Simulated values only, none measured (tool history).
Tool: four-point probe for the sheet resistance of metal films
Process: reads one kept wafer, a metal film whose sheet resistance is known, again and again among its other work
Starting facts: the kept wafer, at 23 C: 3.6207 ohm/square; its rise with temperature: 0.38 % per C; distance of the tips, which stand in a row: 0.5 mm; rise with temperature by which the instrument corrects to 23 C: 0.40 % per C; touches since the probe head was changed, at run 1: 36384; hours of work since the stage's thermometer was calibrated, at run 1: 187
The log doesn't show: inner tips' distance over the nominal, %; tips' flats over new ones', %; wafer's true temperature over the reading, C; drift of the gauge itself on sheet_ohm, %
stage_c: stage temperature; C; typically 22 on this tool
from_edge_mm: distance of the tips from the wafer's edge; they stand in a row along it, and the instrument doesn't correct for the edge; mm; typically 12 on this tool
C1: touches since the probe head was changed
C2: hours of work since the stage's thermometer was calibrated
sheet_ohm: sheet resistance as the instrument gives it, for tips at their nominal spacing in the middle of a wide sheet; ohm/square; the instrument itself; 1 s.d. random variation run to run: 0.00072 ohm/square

run 1 hour=0.0 | stage_c=22 from_edge_mm=12 | C1=36384 C2=187 | sheet_ohm=3.663311
run 2 hour=14.4 | stage_c=34 from_edge_mm=12 | C1=36946 C2=199 | sheet_ohm=3.656670
run 3 hour=25.3 | stage_c=22 from_edge_mm=27 | C1=37374 C2=207 | sheet_ohm=3.658336
run 4 hour=32.7 | stage_c=22 from_edge_mm=27 | C1=37664 C2=213 | sheet_ohm=3.660218
run 5 hour=39.9 | stage_c=22 from_edge_mm=27 | C1=37947 C2=218 | sheet_ohm=3.659350
-- hour=41.1 stage's thermometer calibrated
run 6 hour=47.1 | stage_c=22 from_edge_mm=12 | C1=38209 C2=5 | sheet_ohm=3.664279
run 7 hour=55.2 | stage_c=22 from_edge_mm=21 | C1=38526 C2=11 | sheet_ohm=3.661742
run 8 hour=65.1 | stage_c=22 from_edge_mm=21 | C1=38914 C2=19 | sheet_ohm=3.660959
run 9 hour=71.9 | stage_c=23 from_edge_mm=12 | C1=39181 C2=24 | sheet_ohm=3.663326
run 10 hour=82.6 | stage_c=22 from_edge_mm=26 | C1=39599 C2=32 | sheet_ohm=3.660554
run 11 hour=95.9 | stage_c=22 from_edge_mm=26 | C1=40119 C2=43 | sheet_ohm=3.660510
run 12 hour=104.3 | stage_c=22 from_edge_mm=26 | C1=40447 C2=49 | sheet_ohm=3.661252
run 13 hour=111.2 | stage_c=22 from_edge_mm=26 | C1=40719 C2=55 | sheet_ohm=3.661002
run 14 hour=119.8 | stage_c=31 from_edge_mm=6 | C1=41055 C2=61 | sheet_ohm=3.671548
-- hour=129.4 stage's thermometer calibrated, once more
run 15 hour=134.5 | stage_c=28 from_edge_mm=7 | C1=41611 C2=4 | sheet_ohm=3.664501

Run 16 has not been measured yet. What should we expect?
run 16 hour=143.0 | stage_c=28 from_edge_mm=7 | C1=41945 C2=11 | sheet_ohm=?

Run 16 produced sheet_ohm 3.665411 ohm/square.
The same run, on a tool lacking any hidden state, would have yielded sheet_ohm 3.627612 ohm/square.
